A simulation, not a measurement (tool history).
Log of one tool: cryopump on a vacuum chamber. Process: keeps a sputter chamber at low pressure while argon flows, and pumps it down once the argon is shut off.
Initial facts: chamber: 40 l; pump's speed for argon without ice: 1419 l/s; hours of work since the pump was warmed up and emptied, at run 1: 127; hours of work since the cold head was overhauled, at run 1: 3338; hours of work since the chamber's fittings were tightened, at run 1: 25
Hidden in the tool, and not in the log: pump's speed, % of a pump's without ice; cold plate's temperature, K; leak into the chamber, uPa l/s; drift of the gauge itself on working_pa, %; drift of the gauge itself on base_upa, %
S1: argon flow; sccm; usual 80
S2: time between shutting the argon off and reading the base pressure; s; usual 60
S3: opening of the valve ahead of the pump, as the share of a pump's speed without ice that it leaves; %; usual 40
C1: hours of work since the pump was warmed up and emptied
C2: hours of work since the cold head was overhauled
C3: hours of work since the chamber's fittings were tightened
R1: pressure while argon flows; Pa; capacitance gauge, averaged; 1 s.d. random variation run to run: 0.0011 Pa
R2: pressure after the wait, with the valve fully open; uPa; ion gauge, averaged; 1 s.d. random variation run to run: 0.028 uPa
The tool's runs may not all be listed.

| run | hour | S1 | S2 | S3 | C1 | C2 | C3 | R1 | R2 |
|---|---|---|---|---|---|---|---|---|---|
| 1 | 0 | 80 | 60 | 40 | 127 | 3338 | 25 | 0.255 | 1.29 |
| 2 | 52 | 80 | 60 | 40 | 170 | 3381 | 68 | 0.26 | 1.3 |
| 3 | 95.9 | 80 | 60 | 40 | 206 | 3418 | 105 | 0.2629 | 1.34 |
| 4 | 195.3 | 80 | 60 | 40 | 289 | 3501 | 187 | 0.2688 | 1.43 |
| 5 | 284.9 | 80 | 60 | 40 | 364 | 3575 | 262 | 0.278 | 1.45 |
|  | 344.7 | pump warmed up, emptied and cooled again |
| 6 | 365.4 | 80 | 60 | 40 | 17 | 3638 | 325 | 0.2486 | 1.32 |
| 7 | 459 | 80 | 60 | 40 | 95 | 3716 | 402 | 0.2544 | 1.39 |
| 8 | 512.1 | 80 | 60 | 40 | 139 | 3760 | 447 | 0.2571 | 1.42 |
| 9 | 565.7 | 80 | 60 | 40 | 184 | 3805 | 491 | 0.2611 | 1.46 |
| 10 | 612.1 | 80 | 60 | 17 | 222 | 3843 | 530 | 0.5857 | 1.5 |
| 11 | 718.7 | 80 | 60 | 17 | 311 | 3932 | 618 | 0.5999 | 1.6 |
| 12 | 798.9 | 80 | 60 | 17 | 378 | 3999 | 685 | 0.6073 | 1.56 |
|  | 843.6 | pump warmed up, emptied and cooled again |
| 13 | 861.1 | 80 | 60 | 17 | 15 | 4046 | 733 | 0.5642 | 1.42 |
| 14 | 935.6 | 80 | 60 | 40 | 77 | 4108 | 795 | 0.2525 | 1.55 |
| 15 | 1001.7 | 80 | 60 | 40 | 132 | 4163 | 850 | 0.2561 | 1.55 |
| 16 | 1096.6 | 80 | 60 | 40 | 210 | 4242 | 929 | 0.2648 | 1.6 |
| 17 | 1172 | 80 | 60 | 40 | 273 | 4305 | 991 | 0.2705 | 1.66 |
| 18 | 1222.3 | 80 | 50 | 35 | 315 | 4346 | 1033 | 0.3085 | 1.82 |
| 19 | 1312.2 | 109 | 206 | 18 | 390 | 4421 | 1108 | 0.7834 | 1.03 |
|  | 1341 | pump warmed up, emptied and cooled again |
| 20 | 1363.4 | 109 | 206 | 18 | 19 | 4460 | 1146 | 0.734 | 0.86 |
| 21 | 1413.5 | 82 | 21 | 38 | 60 | 4501 | 1188 | 0.2725 | 3.54 |
| 22 | 1470.9 | 134 | 84 | 37 | 108 | 4549 | 1236 | 0.4631 | 1.37 |
| 23 | 1522.4 | 148 | 60 | 17 | 151 | 4592 | 1278 | 1.081 | 1.75 |
| 24 | 1609.7 | 86 | 30 | 30 | 223 | 4664 | 1351 | 0.3697 | 2.79 |
| 25 | 1699.8 | 86 | 30 | 30 | 298 | 4739 | 1426 | 0.3797 | 2.9 |
| 26 | 1747.6 | 40 | 262 | 40 | 338 | 4779 | 1466 | 0.1378 | 1.06 |
| 27 | 1823.8 | 124 | 40 | 48 | 401 | 4843 | 1529 | 0.3813 | 2.39 |
|  | 1841.4 | pump warmed up, emptied and cooled again |
| 28 | 1925.4 | 146 | 60 | 16 | 70 | 4923 | 1609 | 1.1203 | 1.83 |
| 29 | 1978.8 | 80 | 22 | 42 | 114 | 4967 | 1654 | 0.2473 | 3.71 |
| 30 | 2040.3 | 45 | 60 | 40 | 165 | 5018 | 1705 | 0.1469 | 1.87 |
| 31 | 2089.2 | 62 | 57 | 23 | 206 | 5059 | 1746 | 0.3417 | 1.93 |
| 32 | 2141.2 | 80 | 30 | 18 | 249 | 5102 | 1789 | 0.5664 | 2.99 |
| 33 | 2193.4 | 80 | 230 | 40 | 293 | 5146 | 1832 | 0.274 | 1.19 |

5 options for the next run, each taken on its own from the tool as it stands now. Forecast them:
| A | 2291.3 | 80 | 60 | 53 | 374 | 5227 | 1914 | ? | ? |
| B | 2291.3 | 139 | 120 | 45 | 374 | 5227 | 1914 | ? | ? |
| C | 2291.3 | 60 | 28 | 40 | 374 | 5227 | 1914 | ? | ? |
| D | 2291.3 | 80 | 120 | 31 | 374 | 5227 | 1914 | ? | ? |
| E | 2291.3 | 80 | 182 | 29 | 374 | 5227 | 1914 | ? | ? |

| run | R1 | R2 |
|---|---|---|
| A | 0.2257 | 2.02 |
| B | 0.4506 | 1.51 |
| C | 0.2144 | 3.1 |
| D | 0.3549 | 1.58 |
| E | 0.3782 | 1.3 |
Had the tool no hidden state, the same runs would have come out as:
| run | R1 | R2 |
|---|---|---|
| A | 0.179 | 1.22 |
| B | 0.3688 | 0.72 |
| C | 0.1791 | 2.33 |
| D | 0.308 | 0.77 |
| E | 0.331 | 0.51 |
